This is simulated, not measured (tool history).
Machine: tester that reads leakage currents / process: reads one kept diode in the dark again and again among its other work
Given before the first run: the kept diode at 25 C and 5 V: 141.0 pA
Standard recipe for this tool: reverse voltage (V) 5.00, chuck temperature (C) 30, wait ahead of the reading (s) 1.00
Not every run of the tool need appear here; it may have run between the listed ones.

run     day  reverse voltage (V)  chuck temperature (C)  wait ahead of the reading (s)  current that the tester gives (pA)
  1   0.000                 5.00                     30                           1.00                              210.66
  2   1.642                 5.00                     30                           4.15                              207.79
  3   2.912                 5.00                     31                           1.00                              226.49
  4   5.196                 5.00                     31                           1.00                              226.74
  5   7.475                 5.00                     31                           1.00                              225.29
  6   9.450                 5.00                     31                           1.00                              224.73
  7  11.775                 5.00                     30                           3.45                              206.59
  8  13.742                 5.00                     30                           3.45                              207.84
  9  15.100                 5.00                     30                           3.45                              208.46
 10  16.246                 5.00                     30                           5.17                              207.45
 11  18.512                 5.00                     30                           1.00                              208.22
 12  20.975                 5.00                     30                           1.00                              207.46
 13  22.158                 5.00                     30                           1.00                              208.82
 14  24.492                 5.00                     30                           1.00                              207.94
 15  26.142                 5.00                     30                           1.00                              207.79
 16  27.558                 5.00                     30                           1.00                              206.64
 17  29.958                 5.00                     30                           1.00                              206.66
 18  31.000                 5.00                     30                           1.00                              207.19
 19  32.633                 5.00                     30                           1.00                              207.10
 20  34.950                 5.00                     30                           1.00                              207.43
 21  37.375                 1.33                     30                           2.14                              113.54
     38.329  -- probe card cleaned and baked
 22  39.817                 1.33                     30                           2.14                              112.43
 23  41.100                 1.33                     30                           2.14                              112.41
 24  42.529                 1.20                     30                           1.00                              107.42
 25  44.433                19.65                     30                           1.39                              367.83
 26  46.167                 2.49                     26                           3.19                              106.26
 27  47.212                 2.49                     26                           3.19                              106.12
 28  48.392                11.90                     42                           3.19                              742.51
 29  49.842                11.90                     42                           3.19                              746.95
 30  51.771                 2.17                     42                           1.16                              353.43
 31  52.904                 6.77                     30                           0.49                              229.55
 32  54.838                 6.77                     30                           0.49                              231.51
 33  55.921                13.27                     33                           0.30                              397.29
 34  57.138                 5.00                     59                           3.48                             1699.49
 35  58.308                 3.05                     28                           0.88                              136.94
 36  60.350                10.71                     28                           9.66                              237.18
 37  61.517                 1.89                     50                           1.69                              592.41
 38  63.783                 2.91                     21                           6.09                               74.28
 39  65.496                 2.91                     21                           6.09                               74.37

Each row is a separate what-if for the run after 39, all from the same tool condition, not one after another. Results?
  A  66.992                 5.00                     30                           1.18                                   ?
  B  66.992                 3.17                     30                           1.00                                   ?
  C  66.992                 5.00                     41                           1.00                                   ?

run  current that the tester gives (pA)
  A                              198.97
  B                              162.86
  C                              468.93
Without the tool's unlogged condition, the same runs would have read:
run  current that the tester gives (pA)
  A                              213.05
  B                              174.69
  C                              501.61
